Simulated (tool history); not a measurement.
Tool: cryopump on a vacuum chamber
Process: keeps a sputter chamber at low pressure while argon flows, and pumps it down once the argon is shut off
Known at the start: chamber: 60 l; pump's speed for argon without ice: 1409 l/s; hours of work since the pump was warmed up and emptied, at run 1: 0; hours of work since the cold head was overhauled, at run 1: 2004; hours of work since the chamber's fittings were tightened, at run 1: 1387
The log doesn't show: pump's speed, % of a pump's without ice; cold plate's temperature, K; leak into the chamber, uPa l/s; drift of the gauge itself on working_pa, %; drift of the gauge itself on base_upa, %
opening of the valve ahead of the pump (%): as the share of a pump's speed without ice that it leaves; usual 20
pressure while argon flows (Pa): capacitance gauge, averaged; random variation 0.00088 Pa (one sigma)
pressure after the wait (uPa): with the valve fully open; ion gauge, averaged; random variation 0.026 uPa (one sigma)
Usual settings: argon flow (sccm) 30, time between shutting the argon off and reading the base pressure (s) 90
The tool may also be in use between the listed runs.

run,day,argon flow (sccm),time between shutting the argon off and reading the base pressure (s),opening of the valve ahead of the pump (%),hours of work since the pump was warmed up and emptied,hours of work since the cold head was overhauled,hours of work since the chamber's fittings were tightened,pressure while argon flows (Pa),pressure after the wait (uPa)
1,0,30,90,20,0,2004,1387,0.1822,1.49
2,2.3,30,90,20,35,2039,1423,0.1822,1.53
3,3.962,30,59,20,61,2065,1449,0.1829,1.94
4,6.317,30,59,20,97,2101,1485,0.1822,1.94
5,9.075,30,90,21,140,2144,1527,0.1738,1.59
6,10.408,30,90,42,160,2164,1548,0.0885,1.57
7,13.688,30,90,20,211,2215,1598,0.1828,1.62
8,15.054,30,90,20,232,2236,1619,0.1829,1.57
9,16.975,30,90,20,262,2265,1649,0.1841,1.65
10,19.183,30,90,20,296,2299,1683,0.1838,1.7
11,20.992,30,90,20,323,2327,1711,0.1844,1.71
12,23.929,18,29,21,369,2373,1756,0.1051,3.57

The next listed run, before its measurement:
13,25.321,29,161,20,390,2394,1778,?,?

{"run 13": {"pressure while argon flows (Pa)": 0.1789, "pressure after the wait (uPa)": 1.32}}
Without the tool's hidden state the same run would have given pressure while argon flows (Pa) 0.1737, pressure after the wait (uPa) 0.7.
